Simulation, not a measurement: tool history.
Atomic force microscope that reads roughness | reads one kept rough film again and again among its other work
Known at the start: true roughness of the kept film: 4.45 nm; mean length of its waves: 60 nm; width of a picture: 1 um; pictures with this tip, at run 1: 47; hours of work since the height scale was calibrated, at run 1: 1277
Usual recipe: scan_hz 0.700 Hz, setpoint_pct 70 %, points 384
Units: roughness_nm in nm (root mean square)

| run | hour | scan_hz | setpoint_pct | points | pictures with this tip | hours of work since the height scale was calibrated | roughness_nm |
|---|---|---|---|---|---|---|---|
| 1 | 0.0 | 0.700 | 70 | 384 | 47 | 1277 | 4.045 |
|  | 27.2 | new tip fitted |
| 2 | 46.0 | 0.700 | 70 | 384 | 33 | 1305 | 4.126 |
|  | 83.6 | new tip fitted |
| 3 | 85.8 | 0.700 | 62 | 384 | 4 | 1329 | 4.217 |
| 4 | 131.9 | 3.526 | 62 | 384 | 84 | 1358 | 3.805 |
|  | 139.0 | new tip fitted |
| 5 | 175.6 | 3.526 | 62 | 384 | 64 | 1385 | 3.869 |
|  | 196.1 | new tip fitted |
|  | 251.3 | new tip fitted |
| 6 | 251.8 | 3.526 | 62 | 384 | 1 | 1432 | 4.016 |
| 7 | 299.0 | 3.526 | 62 | 384 | 84 | 1461 | 3.795 |
|  | 304.1 | new tip fitted |
| 8 | 336.2 | 1.175 | 70 | 384 | 57 | 1484 | 3.970 |
|  | 359.8 | new tip fitted |
|  | 413.8 | new tip fitted |
| 9 | 417.4 | 1.175 | 70 | 384 | 6 | 1534 | 4.113 |
|  | 468.9 | new tip fitted |
| 10 | 487.5 | 1.175 | 70 | 384 | 33 | 1578 | 4.016 |
|  | 521.1 | new tip fitted |
| 11 | 536.7 | 1.175 | 70 | 384 | 27 | 1608 | 4.047 |
|  | 574.3 | new tip fitted |
| 12 | 618.9 | 1.175 | 70 | 384 | 78 | 1659 | 3.922 |
|  | 629.5 | new tip fitted |
| 13 | 658.5 | 1.175 | 70 | 384 | 51 | 1683 | 3.992 |
|  | 684.7 | new tip fitted |
| 14 | 735.3 | 0.700 | 70 | 384 | 89 | 1731 | 3.933 |
|  | 740.9 | new tip fitted |
| 15 | 787.9 | 0.700 | 70 | 384 | 82 | 1764 | 3.929 |
|  | 793.1 | new tip fitted |
|  | 847.6 | new tip fitted |
| 16 | 866.3 | 0.790 | 70 | 384 | 33 | 1812 | 4.085 |
|  | 903.3 | new tip fitted |
| 17 | 903.3 | 0.700 | 70 | 384 | 0 | 1835 | 4.178 |
|  | 960.3 | new tip fitted |
| 18 | 961.9 | 0.700 | 70 | 384 | 3 | 1871 | 4.160 |
|  | 1012.9 | new tip fitted |
| 19 | 1026.6 | 0.700 | 70 | 384 | 24 | 1911 | 4.108 |
|  | 1070.5 | new tip fitted |
| 20 | 1107.9 | 0.700 | 69 | 384 | 66 | 1961 | 3.992 |
|  | 1123.5 | new tip fitted |
| 21 | 1145.9 | 0.569 | 70 | 384 | 40 | 1985 | 4.065 |
|  | 1180.2 | new tip fitted |
| 22 | 1226.9 | 0.700 | 70 | 384 | 82 | 2035 | 3.947 |
|  | 1236.5 | new tip fitted |
| 23 | 1271.8 | 1.794 | 70 | 384 | 62 | 2062 | 3.887 |
|  | 1292.4 | new tip fitted |
| 24 | 1311.9 | 0.681 | 69 | 613 | 34 | 2087 | 4.118 |
|  | 1345.7 | new tip fitted |
| 25 | 1357.1 | 0.681 | 69 | 613 | 20 | 2115 | 4.121 |
|  | 1399.8 | new tip fitted |
| 26 | 1439.8 | 0.681 | 69 | 613 | 70 | 2166 | 3.965 |
|  | 1455.5 | new tip fitted |
| 27 | 1500.5 | 0.700 | 70 | 683 | 79 | 2204 | 3.960 |
|  | 1514.4 | new tip fitted |
| 28 | 1557.6 | 2.304 | 80 | 285 | 76 | 2239 | 3.601 |
|  | 1567.1 | new tip fitted |
| 29 | 1617.2 | 0.700 | 70 | 858 | 88 | 2276 | 3.954 |
|  | 1621.3 | new tip fitted |
| 30 | 1660.3 | 2.008 | 87 | 474 | 69 | 2303 | 3.504 |
|  | 1676.0 | new tip fitted |
|  | 1732.6 | new tip fitted |
| 31 | 1739.2 | 2.008 | 87 | 474 | 11 | 2351 | 3.655 |
|  | 1788.9 | new tip fitted |
| 32 | 1808.0 | 2.008 | 87 | 474 | 33 | 2394 | 3.617 |
|  | 1847.4 | new tip fitted |
| 33 | 1849.9 | 0.645 | 73 | 262 | 4 | 2420 | 4.120 |
| 34 | 1896.4 | 0.645 | 73 | 262 | 86 | 2449 | 3.900 |
|  | 1900.9 | new tip fitted |
|  | 1945.2 | height scale calibrated on a step standard |
|  | 1960.0 | new tip fitted |
| 35 | 1960.0 | 2.128 | 85 | 384 | 0 | 9 | 3.785 |
|  | 2014.9 | new tip fitted |
| 36 | 2027.6 | 1.503 | 67 | 608 | 23 | 51 | 4.099 |
|  | 2068.1 | new tip fitted |
| 37 | 2109.3 | 1.503 | 60 | 608 | 72 | 101 | 4.038 |
|  | 2120.8 | new tip fitted |
|  | 2174.7 | new tip fitted |
| 38 | 2181.0 | 0.592 | 60 | 384 | 11 | 145 | 4.254 |
|  | 2229.8 | new tip fitted |
| 39 | 2265.6 | 1.123 | 70 | 561 | 63 | 198 | 4.023 |
|  | 2285.0 | new tip fitted |
| 40 | 2327.9 | 0.700 | 70 | 374 | 75 | 237 | 4.045 |
|  | 2340.9 | new tip fitted |
|  | 2397.2 | new tip fitted |
| 41 | 2404.5 | 0.700 | 70 | 374 | 13 | 284 | 4.213 |
|  | 2453.2 | new tip fitted |
| 42 | 2478.0 | 0.509 | 66 | 257 | 43 | 329 | 4.166 |
|  | 2510.3 | new tip fitted |
| 43 | 2513.5 | 0.509 | 66 | 257 | 6 | 351 | 4.254 |
|  | 2565.9 | new tip fitted |
| 44 | 2597.8 | 0.509 | 66 | 257 | 56 | 403 | 4.050 |
|  | 2622.6 | new tip fitted |
| 45 | 2656.4 | 0.598 | 69 | 822 | 60 | 439 | 4.048 |

Branching from run 45: 5 alternative next runs. What would each branch give?
|  | 2680.1 | new tip fitted |
| A | 2702.3 | 1.357 | 69 | 822 | 39 | 468 | ? |
|  | 2680.1 | new tip fitted |
| B | 2702.3 | 3.210 | 71 | 747 | 39 | 468 | ? |
|  | 2680.1 | new tip fitted |
| C | 2702.3 | 1.986 | 72 | 286 | 39 | 468 | ? |
|  | 2680.1 | new tip fitted |
| D | 2702.3 | 1.796 | 73 | 822 | 39 | 468 | ? |
|  | 2680.1 | new tip fitted |
| E | 2702.3 | 1.159 | 71 | 318 | 39 | 468 | ? |

| run | roughness_nm |
|---|---|
| A | 4.054 |
| B | 3.820 |
| C | 3.909 |
| D | 3.958 |
| E | 4.024 |
Without the tool's unlogged condition, the same runs would have read:
| run | roughness_nm |
|---|---|
| A | 4.171 |
| B | 3.930 |
| C | 4.022 |
| D | 4.072 |
| E | 4.140 |

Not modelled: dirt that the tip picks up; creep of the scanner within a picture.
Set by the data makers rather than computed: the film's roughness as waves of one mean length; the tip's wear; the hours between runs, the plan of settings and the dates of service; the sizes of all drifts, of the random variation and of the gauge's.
